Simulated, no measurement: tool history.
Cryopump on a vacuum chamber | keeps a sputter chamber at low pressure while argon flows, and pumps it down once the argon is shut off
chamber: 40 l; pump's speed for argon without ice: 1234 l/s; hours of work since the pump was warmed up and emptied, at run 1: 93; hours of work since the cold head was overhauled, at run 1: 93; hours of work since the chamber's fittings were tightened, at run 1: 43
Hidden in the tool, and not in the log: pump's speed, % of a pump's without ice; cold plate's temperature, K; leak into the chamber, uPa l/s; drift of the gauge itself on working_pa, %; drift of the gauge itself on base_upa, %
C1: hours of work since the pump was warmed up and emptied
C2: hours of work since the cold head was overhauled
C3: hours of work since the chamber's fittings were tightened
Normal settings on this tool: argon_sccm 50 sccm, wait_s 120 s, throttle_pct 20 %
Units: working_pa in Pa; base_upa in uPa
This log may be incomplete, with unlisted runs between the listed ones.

{"run": 1, "hour": 0.0, "argon_sccm": 50, "wait_s": 120, "throttle_pct": 20, "C1": 93, "C2": 93, "C3": 43, "working_pa": 0.3438, "base_upa": 1.17}
{"run": 2, "hour": 11.6, "argon_sccm": 50, "wait_s": 120, "throttle_pct": 20, "C1": 101, "C2": 101, "C3": 51, "working_pa": 0.3441, "base_upa": 1.22}
{"run": 3, "hour": 21.9, "argon_sccm": 50, "wait_s": 120, "throttle_pct": 20, "C1": 108, "C2": 108, "C3": 58, "working_pa": 0.3426, "base_upa": 1.2}
{"run": 4, "hour": 33.2, "argon_sccm": 50, "wait_s": 120, "throttle_pct": 20, "C1": 116, "C2": 116, "C3": 66, "working_pa": 0.3434, "base_upa": 1.26}
{"run": 5, "hour": 40.9, "argon_sccm": 50, "wait_s": 66, "throttle_pct": 20, "C1": 122, "C2": 122, "C3": 71, "working_pa": 0.346, "base_upa": 2.0}
{"run": 6, "hour": 51.9, "argon_sccm": 50, "wait_s": 66, "throttle_pct": 20, "C1": 129, "C2": 129, "C3": 79, "working_pa": 0.3449, "base_upa": 1.87}
{"run": 7, "hour": 64.5, "argon_sccm": 50, "wait_s": 66, "throttle_pct": 20, "C1": 138, "C2": 138, "C3": 88, "working_pa": 0.3473, "base_upa": 1.92}
{"run": 8, "hour": 76.2, "argon_sccm": 50, "wait_s": 294, "throttle_pct": 20, "C1": 146, "C2": 146, "C3": 96, "working_pa": 0.3482, "base_upa": 0.77}
{"run": 9, "hour": 84.0, "argon_sccm": 50, "wait_s": 31, "throttle_pct": 20, "C1": 152, "C2": 152, "C3": 102, "working_pa": 0.3465, "base_upa": 3.73}
{"run": 10, "hour": 92.0, "argon_sccm": 50, "wait_s": 46, "throttle_pct": 20, "C1": 157, "C2": 157, "C3": 107, "working_pa": 0.344, "base_upa": 2.69}
{"run": 11, "hour": 99.1, "argon_sccm": 50, "wait_s": 46, "throttle_pct": 20, "C1": 162, "C2": 162, "C3": 112, "working_pa": 0.3465, "base_upa": 2.65}
{"run": 12, "hour": 112.9, "argon_sccm": 50, "wait_s": 46, "throttle_pct": 20, "C1": 172, "C2": 172, "C3": 122, "working_pa": 0.3461, "base_upa": 2.66}
{"run": 13, "hour": 128.4, "argon_sccm": 50, "wait_s": 59, "throttle_pct": 20, "C1": 183, "C2": 183, "C3": 133, "working_pa": 0.3444, "base_upa": 2.24}
{"run": 14, "hour": 145.3, "argon_sccm": 62, "wait_s": 59, "throttle_pct": 20, "C1": 195, "C2": 195, "C3": 145, "working_pa": 0.4281, "base_upa": 2.24}
{"run": 15, "hour": 152.9, "argon_sccm": 51, "wait_s": 196, "throttle_pct": 20, "C1": 200, "C2": 200, "C3": 150, "working_pa": 0.3497, "base_upa": 1.1}
{"run": 16, "hour": 164.4, "argon_sccm": 51, "wait_s": 196, "throttle_pct": 20, "C1": 208, "C2": 208, "C3": 158, "working_pa": 0.3525, "base_upa": 1.06}
{"run": 17, "hour": 176.8, "argon_sccm": 47, "wait_s": 67, "throttle_pct": 20, "C1": 217, "C2": 217, "C3": 167, "working_pa": 0.3254, "base_upa": 2.13}
{"run": 18, "hour": 185.8, "argon_sccm": 87, "wait_s": 213, "throttle_pct": 57, "C1": 223, "C2": 223, "C3": 173, "working_pa": 0.2164, "base_upa": 1.1}
{"run": 19, "hour": 194.3, "argon_sccm": 87, "wait_s": 213, "throttle_pct": 57, "C1": 229, "C2": 229, "C3": 179, "working_pa": 0.2136, "base_upa": 1.08}
{"run": 20, "hour": 210.2, "argon_sccm": 71, "wait_s": 106, "throttle_pct": 20, "C1": 241, "C2": 241, "C3": 190, "working_pa": 0.4942, "base_upa": 1.56}
{"run": 21, "hour": 225.7, "argon_sccm": 66, "wait_s": 120, "throttle_pct": 20, "C1": 251, "C2": 251, "C3": 201, "working_pa": 0.4531, "base_upa": 1.46}
{"run": 22, "hour": 240.2, "argon_sccm": 96, "wait_s": 191, "throttle_pct": 20, "C1": 262, "C2": 262, "C3": 211, "working_pa": 0.6625, "base_upa": 1.24}
{"run": 23, "hour": 255.6, "argon_sccm": 63, "wait_s": 38, "throttle_pct": 39, "C1": 272, "C2": 272, "C3": 222, "working_pa": 0.226, "base_upa": 3.39}
{"run": 24, "hour": 270.0, "argon_sccm": 63, "wait_s": 38, "throttle_pct": 39, "C1": 283, "C2": 283, "C3": 232, "working_pa": 0.226, "base_upa": 3.34}
{"run": 25, "hour": 277.7, "argon_sccm": 63, "wait_s": 38, "throttle_pct": 39, "C1": 288, "C2": 288, "C3": 238, "working_pa": 0.2277, "base_upa": 3.44}

What does the tool deliver on the next run?
{"run": 26, "hour": 291.5, "argon_sccm": 53, "wait_s": 86, "throttle_pct": 20, "C1": 298, "C2": 298, "C3": 247, "working_pa": "?", "base_upa": "?"}

Run 26 yielded working_pa 0.3643 Pa, base_upa 1.92 uPa.
Take away the tool's hidden state, keep the run-to-run variation as it was, and the same run would have given working_pa 0.3596 Pa, base_upa 1.41 uPa.

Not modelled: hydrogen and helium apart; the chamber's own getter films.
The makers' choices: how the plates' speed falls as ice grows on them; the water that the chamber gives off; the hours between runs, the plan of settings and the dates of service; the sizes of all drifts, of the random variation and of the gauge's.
